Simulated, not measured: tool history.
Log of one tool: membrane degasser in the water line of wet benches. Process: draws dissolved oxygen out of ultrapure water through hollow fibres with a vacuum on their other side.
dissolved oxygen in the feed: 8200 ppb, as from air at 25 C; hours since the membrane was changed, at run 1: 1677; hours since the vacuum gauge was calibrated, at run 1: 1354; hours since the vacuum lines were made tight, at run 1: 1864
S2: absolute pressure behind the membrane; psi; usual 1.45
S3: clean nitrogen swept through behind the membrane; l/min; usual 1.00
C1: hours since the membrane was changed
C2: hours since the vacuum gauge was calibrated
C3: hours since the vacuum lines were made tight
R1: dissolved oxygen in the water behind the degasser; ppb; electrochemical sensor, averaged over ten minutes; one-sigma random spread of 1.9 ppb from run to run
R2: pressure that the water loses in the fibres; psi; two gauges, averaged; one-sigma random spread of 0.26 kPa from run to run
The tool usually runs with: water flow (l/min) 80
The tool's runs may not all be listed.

Run 1, hour 0.0: usual settings; C1 1677; C2 1354; C3 1864. Result: R1 852.5 ppb, R2 10.064 psi.
Run 2, hour 33.7: usual settings; C1 1711; C2 1388; C3 1897. Result: R1 849.6 ppb, R2 10.128 psi.
Run 3, hour 72.6: usual settings; C1 1749; C2 1427; C3 1936. Result: R1 852.8 ppb, R2 10.109 psi.
Run 4, hour 106.5: usual settings; C1 1783; C2 1461; C3 1970. Result: R1 851.3 ppb, R2 10.105 psi.
Run 5, hour 138.2: usual settings but S3 1.17 l/min; C1 1815; C2 1492; C3 2002. Result: R1 770.7 ppb, R2 10.106 psi.
Run 6, hour 158.2: usual settings but S2 2.44 psi, S3 1.17 l/min; C1 1835; C2 1512; C3 2022. Result: R1 1430.2 ppb, R2 10.154 psi.
Run 7, hour 178.7: usual settings but S2 2.44 psi, S3 1.17 l/min; C1 1856; C2 1533; C3 2042. Result: R1 1423.8 ppb, R2 10.201 psi.
Run 8, hour 205.2: usual settings but S2 2.44 psi, S3 1.17 l/min; C1 1882; C2 1559; C3 2069. Result: R1 1431.4 ppb, R2 10.183 psi.
Run 9, hour 225.8: usual settings but S2 2.44 psi, S3 1.17 l/min; C1 1903; C2 1580; C3 2090. Result: R1 1424.6 ppb, R2 10.202 psi.
Run 10, hour 253.7: usual settings; C1 1931; C2 1608; C3 2117. Result: R1 851.2 ppb, R2 10.209 psi.
Run 11, hour 289.9: usual settings; C1 1967; C2 1644; C3 2154. Result: R1 852.2 ppb, R2 10.145 psi.
Run 12, hour 311.4: usual settings; C1 1988; C2 1666; C3 2175. Result: R1 849.1 ppb, R2 10.195 psi.
Run 13, hour 346.4: usual settings; C1 2023; C2 1701; C3 2210. Result: R1 856.1 ppb, R2 10.227 psi.
Run 14, hour 373.3: usual settings; C1 2050; C2 1728; C3 2237. Result: R1 849.9 ppb, R2 10.238 psi.
Run 15, hour 395.0: usual settings; C1 2072; C2 1749; C3 2259. Result: R1 851.1 ppb, R2 10.185 psi.
Run 16, hour 419.6: usual settings but S3 1.68 l/min; C1 2096; C2 1774; C3 2283. Result: R1 598.1 ppb, R2 10.174 psi.
Run 17, hour 456.5: usual settings but water flow (l/min) 100; C1 2133; C2 1811; C3 2320. Result: R1 991.6 ppb, R2 12.731 psi.
Run 18, hour 502.8: usual settings but S2 1.62 psi, S3 0.97 l/min; C1 2180; C2 1857; C3 2366. Result: R1 1006.8 ppb, R2 10.140 psi.
Run 19, hour 535.8: usual settings but S3 1.60 l/min; C1 2213; C2 1890; C3 2400. Result: R1 620.6 ppb, R2 10.215 psi.
Run 20, hour 574.5: usual settings but S3 1.34 l/min; C1 2251; C2 1929; C3 2438. Result: R1 703.9 ppb, R2 10.206 psi.
Run 21, hour 596.8: usual settings but water flow (l/min) 69, S2 2.42 psi, S3 1.34 l/min; C1 2274; C2 1951; C3 2461. Result: R1 1174.5 ppb, R2 8.779 psi.
Run 22, hour 616.6: usual settings but water flow (l/min) 69, S2 2.42 psi, S3 1.34 l/min; C1 2293; C2 1971; C3 2480. Result: R1 1171.1 ppb, R2 8.807 psi.
Run 23, hour 659.6: usual settings but water flow (l/min) 91, S2 3.07 psi, S3 1.39 l/min; C1 2336; C2 2014; C3 2523. Result: R1 1769.5 ppb, R2 11.589 psi.
Run 24, hour 688.7: usual settings but water flow (l/min) 91, S2 3.07 psi, S3 1.39 l/min; C1 2366; C2 2043; C3 2552. Result: R1 1759.7 ppb, R2 11.677 psi.
Run 25, hour 729.0: usual settings but water flow (l/min) 91, S2 3.07 psi, S3 1.39 l/min; C1 2406; C2 2083; C3 2593. Result: R1 1767.0 ppb, R2 11.661 psi.
Run 26, hour 753.8: usual settings but water flow (l/min) 51, S2 1.89 psi, S3 1.59 l/min; C1 2431; C2 2108; C3 2618. Result: R1 615.8 ppb, R2 6.580 psi.
Run 27, hour 788.2: usual settings but water flow (l/min) 61, S2 1.35 psi, S3 0.42 l/min; C1 2465; C2 2142; C3 2652. Result: R1 1076.8 ppb, R2 7.804 psi.
Run 28, hour 833.9: usual settings but water flow (l/min) 65, S2 1.35 psi, S3 0.80 l/min; C1 2511; C2 2188; C3 2698. Result: R1 771.5 ppb, R2 8.372 psi.
Run 29, hour 869.5: usual settings but water flow (l/min) 51, S2 2.06 psi, S3 0.72 l/min; C1 2546; C2 2224; C3 2733. Result: R1 1207.3 ppb, R2 6.522 psi.
Run 30, hour 891.9: usual settings but water flow (l/min) 62, S2 2.06 psi, S3 0.72 l/min; C1 2569; C2 2246; C3 2756. Result: R1 1363.2 ppb, R2 7.931 psi.

3 ways to go on from here, each from the tool as it stands after run 30. What would each give?
Run A, hour 932.5: usual settings but S3 0.43 l/min; C1 2609; C2 2287; C3 2796. Result: R1 ?, R2 ?.
Run B, hour 932.5: usual settings but water flow (l/min) 58, S2 2.05 psi; C1 2609; C2 2287; C3 2796. Result: R1 ?, R2 ?.
Run C, hour 932.5: usual settings but water flow (l/min) 62, S2 2.06 psi, S3 0.75 l/min; C1 2609; C2 2287; C3 2796. Result: R1 ?, R2 ?.

run      R1      R2
  A  1350.1  10.248
  B  1052.3   7.474
  C  1333.9   7.993
With no hidden state in the tool, these same runs would have given:
run      R1      R2
  A  1349.7  10.066
  B  1052.0   7.342
  C  1333.6   7.852

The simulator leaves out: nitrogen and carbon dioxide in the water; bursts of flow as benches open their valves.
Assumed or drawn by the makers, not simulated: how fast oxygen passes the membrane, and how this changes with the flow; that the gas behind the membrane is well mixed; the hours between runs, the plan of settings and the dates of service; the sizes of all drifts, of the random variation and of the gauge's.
